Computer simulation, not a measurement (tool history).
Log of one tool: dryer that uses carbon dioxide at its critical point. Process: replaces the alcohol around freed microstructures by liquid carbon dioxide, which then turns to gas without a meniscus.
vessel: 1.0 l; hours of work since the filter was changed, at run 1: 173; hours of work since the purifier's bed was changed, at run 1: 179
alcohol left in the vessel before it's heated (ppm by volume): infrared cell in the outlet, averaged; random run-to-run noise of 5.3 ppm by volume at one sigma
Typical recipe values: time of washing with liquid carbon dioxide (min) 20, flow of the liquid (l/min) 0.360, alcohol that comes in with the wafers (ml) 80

run	hour	time of washing with liquid carbon dioxide (min)	flow of the liquid (l/min)	alcohol that comes in with the wafers (ml)	hours of work since the filter was changed	hours of work since the purifier's bed was changed	alcohol left in the vessel before it's heated (ppm by volume)
1	0.0	20	0.360	80	173	179	174
2	9.8	20	0.360	80	180	186	184
3	22.3	20	0.360	80	190	196	171
4	32.9	20	0.360	80	198	203	174
5	43.6	20	0.360	80	205	211	192
6	55.6	20	0.360	80	214	220	195
7	68.8	20	0.360	80	224	230	171
8	76.5	20	0.360	80	230	236	174
9	90.4	20	0.360	80	240	246	198
10	96.7	20	0.360	29	245	251	90
11	111.4	20	0.360	80	256	262	192
12	124.9	20	0.360	80	266	272	189
13	137.6	20	0.360	80	275	281	190
14	146.1	20	0.360	80	282	288	193
15	161.0	20	0.360	80	293	299	202
16	174.1	20	0.360	80	303	308	207
17	187.7	20	0.319	80	313	319	402
18	199.0	20	0.319	80	321	327	414
19	213.6	20	0.319	80	332	338	404
20	221.1	20	0.319	80	338	343	408
21	234.5	20	0.319	80	348	353	431
22	243.1	20	0.297	80	354	360	621
23	254.2	20	0.297	80	362	368	614
24	261.3	22	0.352	40	367	373	91
25	270.6	15	0.350	91	374	380	1234
26	282.9	13	0.334	27	384	389	793
27	292.9	12	0.248	38	391	397	3436
28	301.7	12	0.248	38	398	403	3455
29	309.8	12	0.248	38	404	409	3466
30	316.3	20	0.314	23	408	414	160
31	327.7	20	0.314	23	417	423	170
32	335.1	20	0.314	23	422	428	168
33	343.9	20	0.544	23	429	435	26
34	358.8	20	0.544	23	440	446	24
35	366.7	14	0.312	78	446	452	2268
36	375.9	20	0.240	51	453	459	1143
37	384.4	14	0.602	68	459	465	99
38	396.5	14	0.602	68	468	474	99
39	407.1	14	0.602	23	476	482	45
40	417.6	14	0.602	23	484	490	45
41	424.3	25	0.602	57	489	495	14
42	430.5	25	0.563	57	493	499	27
43	439.2	26	0.294	42	500	506	128
44	448.2	26	0.294	42	506	512	132
45	454.8	24	0.285	80	511	517	380
46	466.9	25	0.466	58	520	526	36

A few steps of alcohol left in the vessel before it's heated (ppm by volume) between consecutive runs. Split each: what settings, incoming material and random variation would produce without the hidden state, and what is left over for the hidden state, along with gauge scatter present in only one of the two compared results (measured, and without hidden state):
The hidden state here: flow that reaches the vessel past the clogged filter, %; alcohol in the recycled carbon dioxide, ppm; drift of the gauge itself on alcohol_ppm, %.
Run 26 -> 27: time of washing with liquid carbon dioxide (min) 13 -> 12, flow of the liquid (l/min) 0.334 -> 0.248, alcohol that comes in with the wafers (ml) 27 -> 38. alcohol left in the vessel before it's heated (ppm by volume) +2643: hidden state +496, all else +2147.
Run 29 -> 30: time of washing with liquid carbon dioxide (min) 12 -> 20, flow of the liquid (l/min) 0.248 -> 0.314, alcohol that comes in with the wafers (ml) 38 -> 23. alcohol left in the vessel before it's heated (ppm by volume) -3306: hidden state -694, all else -2612.
Run 34 -> 35: time of washing with liquid carbon dioxide (min) 20 -> 14, flow of the liquid (l/min) 0.544 -> 0.312, alcohol that comes in with the wafers (ml) 23 -> 78. alcohol left in the vessel before it's heated (ppm by volume) +2244: hidden state +736, all else +1508.

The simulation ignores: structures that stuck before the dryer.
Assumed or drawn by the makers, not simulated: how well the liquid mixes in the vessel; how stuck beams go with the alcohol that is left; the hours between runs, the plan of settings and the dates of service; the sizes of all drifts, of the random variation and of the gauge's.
